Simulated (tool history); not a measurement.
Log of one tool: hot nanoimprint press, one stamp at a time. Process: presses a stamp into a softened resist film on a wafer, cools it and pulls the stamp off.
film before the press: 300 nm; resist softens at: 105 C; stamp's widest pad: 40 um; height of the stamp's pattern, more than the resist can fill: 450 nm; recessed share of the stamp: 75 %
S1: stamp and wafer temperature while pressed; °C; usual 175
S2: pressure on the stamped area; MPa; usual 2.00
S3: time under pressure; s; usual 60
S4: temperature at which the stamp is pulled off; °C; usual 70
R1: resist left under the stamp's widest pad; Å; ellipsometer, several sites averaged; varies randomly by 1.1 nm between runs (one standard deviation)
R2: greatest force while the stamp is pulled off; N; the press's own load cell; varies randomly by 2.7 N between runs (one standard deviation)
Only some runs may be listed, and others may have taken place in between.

run,hour,S1,S2,S3,S4,R1,R2
1,0.0,175,2.00,60,70,1679,152
# hour 11.9: stamp cleaned and given a new release coat
2,15.1,175,2.00,60,70,1688,124
3,23.7,175,2.00,60,70,1688,128
4,31.8,175,2.00,60,70,1677,133
5,38.3,175,2.00,60,70,1688,125
6,47.4,175,2.19,60,70,1643,129
7,55.3,185,2.19,60,70,923,129
8,63.8,185,2.23,60,70,918,131
9,70.1,185,1.75,60,70,1036,134
10,74.6,185,1.75,60,70,1020,132
11,83.3,171,1.21,60,61,2312,172
12,91.1,184,1.74,60,55,1107,187
13,96.5,175,1.60,55,70,1909,134
14,103.2,175,1.60,55,70,1867,139
15,107.5,169,1.76,59,77,2263,103

Predict each of these 3 candidate next runs independently; none follows another, all start after run 15:
A,116.4,175,2.00,60,56,?,?
B,116.4,177,1.98,66,70,?,?
C,116.4,187,1.95,60,77,?,?

run,R1,R2
A,1701,193
B,1488,134
C,892,114
Stripped of hidden state, with their random variation kept, the same runs would have yielded:
run,R1,R2
A,1670,174
B,1459,120
C,873,102
